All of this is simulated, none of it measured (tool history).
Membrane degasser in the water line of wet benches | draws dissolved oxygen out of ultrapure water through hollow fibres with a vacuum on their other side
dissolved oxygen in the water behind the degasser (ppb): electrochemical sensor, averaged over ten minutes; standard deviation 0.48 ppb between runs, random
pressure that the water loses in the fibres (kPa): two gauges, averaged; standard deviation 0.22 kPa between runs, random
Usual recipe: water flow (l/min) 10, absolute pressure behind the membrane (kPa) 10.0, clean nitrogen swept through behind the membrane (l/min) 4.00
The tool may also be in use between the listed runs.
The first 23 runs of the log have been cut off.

run	hour	water flow (l/min)	absolute pressure behind the membrane (kPa)	clean nitrogen swept through behind the membrane (l/min)	dissolved oxygen in the water behind the degasser (ppb)	pressure that the water loses in the fibres (kPa)
24	1654.3	15	24.1	8.35	108.7	79.92
25	1746.6	15	24.1	8.35	109.4	80.45
26	1826.9	10	10.0	3.85	45.8	53.39
27	1912.9	11	10.0	2.35	81.3	58.50
28	1975.0	11	10.0	2.35	79.8	58.33
29	2020.7	6	7.9	2.35	29.9	32.04
30	2075.5	10	21.5	4.00	113.5	53.15
31	2161.7	10	21.5	4.00	113.8	53.20
32	2218.3	8	12.0	11.99	15.2	42.47
33	2262.8	8	6.7	2.38	29.5	42.49

Predict each of these 3 candidate next runs independently; none follows another, all start after run 33:
A	2317.1	12	9.6	8.86	?	?
B	2317.1	10	7.5	4.74	?	?
C	2317.1	10	23.4	4.00	?	?

run	dissolved oxygen in the water behind the degasser (ppb)	pressure that the water loses in the fibres (kPa)
A	27.0	64.24
B	24.4	53.39
C	126.9	53.41
Without the tool's unlogged condition, the same runs would have read:
run	dissolved oxygen in the water behind the degasser (ppb)	pressure that the water loses in the fibres (kPa)
A	27.0	64.19
B	24.3	53.35
C	126.8	53.37

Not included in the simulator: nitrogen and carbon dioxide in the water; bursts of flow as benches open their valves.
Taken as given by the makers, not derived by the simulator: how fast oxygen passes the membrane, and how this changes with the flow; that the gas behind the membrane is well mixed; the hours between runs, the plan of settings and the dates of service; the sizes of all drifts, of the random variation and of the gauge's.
